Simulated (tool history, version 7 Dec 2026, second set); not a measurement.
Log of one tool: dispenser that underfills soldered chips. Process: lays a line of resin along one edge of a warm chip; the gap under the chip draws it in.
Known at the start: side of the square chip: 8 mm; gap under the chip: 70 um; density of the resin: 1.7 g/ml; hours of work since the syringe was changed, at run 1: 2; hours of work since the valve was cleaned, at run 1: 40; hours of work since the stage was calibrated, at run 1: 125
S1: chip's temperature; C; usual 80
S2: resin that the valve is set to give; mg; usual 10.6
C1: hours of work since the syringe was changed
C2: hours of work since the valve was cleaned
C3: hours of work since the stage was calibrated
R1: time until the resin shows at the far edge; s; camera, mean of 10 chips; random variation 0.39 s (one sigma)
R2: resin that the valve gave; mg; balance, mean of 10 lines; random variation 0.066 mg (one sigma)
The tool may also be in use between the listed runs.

run	hour	S1	S2	C1	C2	C3	R1	R2
1	0.0	80	10.6	2	40	125	30.9	10.37
# hour 6.9: new syringe of resin
2	10.5	79	10.6	2	46	131	31.8	10.31
# hour 16.6: new syringe of resin
3	19.8	79	10.6	2	52	137	30.6	10.11
# hour 26.7: new syringe of resin
4	31.6	80	12.3	3	59	144	32.3	11.89
# hour 36.8: new syringe of resin
5	40.1	80	10.6	2	64	149	30.1	10.17
# hour 47.1: new syringe of resin
6	48.8	80	10.6	1	69	154	27.8	10.22
# hour 57.3: new syringe of resin
7	62.6	80	10.6	3	78	163	33.7	10.17
# hour 67.2: new syringe of resin
8	73.8	80	10.6	4	85	169	36.5	10.09
# hour 77.0: new syringe of resin
9	85.7	80	10.6	5	92	177	39.6	10.14
# hour 87.3: new syringe of resin
# hour 96.7: dispensing valve cleaned and set on the balance
# hour 98.5: new syringe of resin
10	104.1	80	10.6	3	4	187	34.5	10.52
# hour 108.7: new syringe of resin
11	111.9	80	9.1	2	9	192	31.4	9.16
# hour 119.4: new syringe of resin
12	121.6	80	9.1	1	15	198	30.9	9.02
# hour 129.6: new syringe of resin
13	138.7	70	11.1	6	25	208	58.0	11.01
# hour 140.4: new syringe of resin
# hour 150.5: new syringe of resin
14	150.6	70	11.1	0	32	215	35.0	10.76
# hour 161.2: new syringe of resin
15	161.6	70	11.1	0	39	222	35.6	10.93
# hour 171.2: new syringe of resin
16	177.9	84	13.1	4	49	232	30.9	12.83
# hour 181.3: new syringe of resin
# hour 191.4: new syringe of resin
17	193.2	84	13.1	1	58	241	23.7	12.58
# hour 202.3: new syringe of resin
18	210.0	84	13.1	5	69	251	33.5	12.71
# hour 212.7: new syringe of resin
19	220.3	90	10.9	5	75	257	28.1	10.32
# hour 222.7: new syringe of resin
20	228.5	88	10.5	4	80	262	27.3	9.96
# hour 232.5: new syringe of resin
# hour 242.7: new syringe of resin
21	242.7	73	10.5	0	88	271	33.1	9.76
22	251.0	72	11.1	5	93	276	52.9	10.49
# hour 252.4: new syringe of resin
# hour 259.3: dispensing valve cleaned and set on the balance
# hour 263.7: new syringe of resin
23	268.2	80	11.9	3	5	286	32.0	11.96

4 ways to go on from here, each from the tool as it stands after run 23. What would each give?
# hour 273.7: new syringe of resin
A	279.4	84	11.9	4	12	292	?	?
# hour 273.7: new syringe of resin
B	279.4	71	10.6	4	12	292	?	?
# hour 273.7: new syringe of resin
C	279.4	68	13.2	4	12	292	?	?
# hour 273.7: new syringe of resin
D	279.4	86	13.1	4	12	292	?	?

run	R1	R2
A	30.1	11.83
B	46.9	10.47
C	50.7	13.23
D	29.1	12.81
Without the tool's hidden state the same runs would have given:
run	R1	R2
A	21.7	11.93
B	33.9	10.56
C	36.5	13.34
D	21.1	12.92
